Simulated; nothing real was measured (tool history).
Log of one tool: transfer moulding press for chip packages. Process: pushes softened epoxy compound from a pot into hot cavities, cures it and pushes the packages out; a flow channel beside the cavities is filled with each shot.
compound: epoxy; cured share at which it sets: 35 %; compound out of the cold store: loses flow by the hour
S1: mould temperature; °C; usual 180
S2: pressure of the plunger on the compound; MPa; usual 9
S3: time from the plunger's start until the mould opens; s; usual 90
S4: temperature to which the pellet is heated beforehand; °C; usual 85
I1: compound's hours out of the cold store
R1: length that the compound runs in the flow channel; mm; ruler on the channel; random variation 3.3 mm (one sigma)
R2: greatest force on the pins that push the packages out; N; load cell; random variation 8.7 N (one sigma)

run	hour	S1	S2	S3	S4	I1	R1	R2
1	0	180	9	90	85	23.2	871	500
2	10.4	180	9	90	81	16.2	889	585
3	27	180	9	90	81	44.2	799	618
4	42.4	180	9	90	81	46.7	795	652
# hour 47: plunger's sealing rings changed
5	57.6	180	9	90	81	40.8	857	715
6	68.7	180	9	90	81	10.8	964	772
7	82.8	180	9	90	81	39.1	856	718
# hour 95.1: cavities cleaned with cleaning compound and waxed
8	101.9	180	8.34	90	85	15	908	485
9	110.2	180	8.19	96	94	42.3	802	425
# hour 113.5: mould's thermocouples calibrated
10	123.5	180	8.19	96	94	37.6	814	500
11	138.9	180	10.78	118	80	43.3	916	438

The next listed run, before its measurement:
# hour 148.3: mould's thermocouples calibrated, once more
12	152	184	8.26	113	78	39.8	?	?

{"run 12": {"R1": 800, "R2": 436}}
Without the tool's hidden state the same run would have given R1 814 mm, R2 252 N.
